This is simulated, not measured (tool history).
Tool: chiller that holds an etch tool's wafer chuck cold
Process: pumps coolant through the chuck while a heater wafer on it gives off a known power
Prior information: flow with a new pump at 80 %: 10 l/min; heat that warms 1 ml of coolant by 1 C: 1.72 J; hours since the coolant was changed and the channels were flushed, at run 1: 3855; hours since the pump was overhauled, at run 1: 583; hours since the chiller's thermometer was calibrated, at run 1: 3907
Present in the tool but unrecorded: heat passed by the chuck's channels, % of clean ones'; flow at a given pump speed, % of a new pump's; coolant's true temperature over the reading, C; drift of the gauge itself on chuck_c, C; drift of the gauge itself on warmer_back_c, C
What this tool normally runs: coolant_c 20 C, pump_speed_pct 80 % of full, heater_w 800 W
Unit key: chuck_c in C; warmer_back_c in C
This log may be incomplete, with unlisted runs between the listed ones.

run,hour,coolant_c,pump_speed_pct,heater_w,hours since the coolant was changed and the channels were flushed,hours since the pump was overhauled,hours since the chiller's thermometer was calibrated,chuck_c,warmer_back_c
1,0,20,80,800,3855,583,3907,26.5,2.85
2,25.7,20,80,800,3880,608,3933,26.5,2.83
3,44.9,20,92,800,3899,628,3952,26.1,2.45
4,78.2,20,92,800,3933,661,3985,25.9,2.51
5,110.4,20,80,800,3965,693,4018,26.5,2.84
6,134.4,20,80,800,3989,717,4042,26.6,2.79
7,167.4,20,80,800,4022,750,4075,26.5,2.86
8,200,20,80,800,4055,783,4107,26.6,2.86
9,237.3,20,80,800,4092,820,4145,26.8,2.89
10,260.4,20,80,800,4115,843,4168,26.5,2.85
11,299.4,11,66,471,4154,882,4207,15.6,2.06
12,329.8,27,68,471,4184,912,4237,31.5,2.06
13,355.6,23,80,467,4210,938,4263,26.9,1.67
# hour 361.9: chiller's thermometer calibrated
14,394.4,20,80,1091,4248,976,32,28,3.89
15,424.1,12,76,771,4278,1006,62,18,2.87
# hour 465: coolant changed, channels flushed
16,465.3,12,76,771,0,1041,97,17.2,2.94

Results per run with the tool's hidden condition removed, run-to-run variation unchanged:
run,chuck_c,warmer_back_c
1,25.4,2.8
2,25.3,2.78
3,24.9,2.4
4,24.7,2.46
5,25.3,2.79
6,25.3,2.73
7,25.3,2.8
8,25.3,2.8
9,25.5,2.83
10,25.2,2.78
11,14.5,2.01
12,30.4,2
13,25.8,1.62
14,27.1,3.78
15,17.3,2.79
16,17.1,2.85
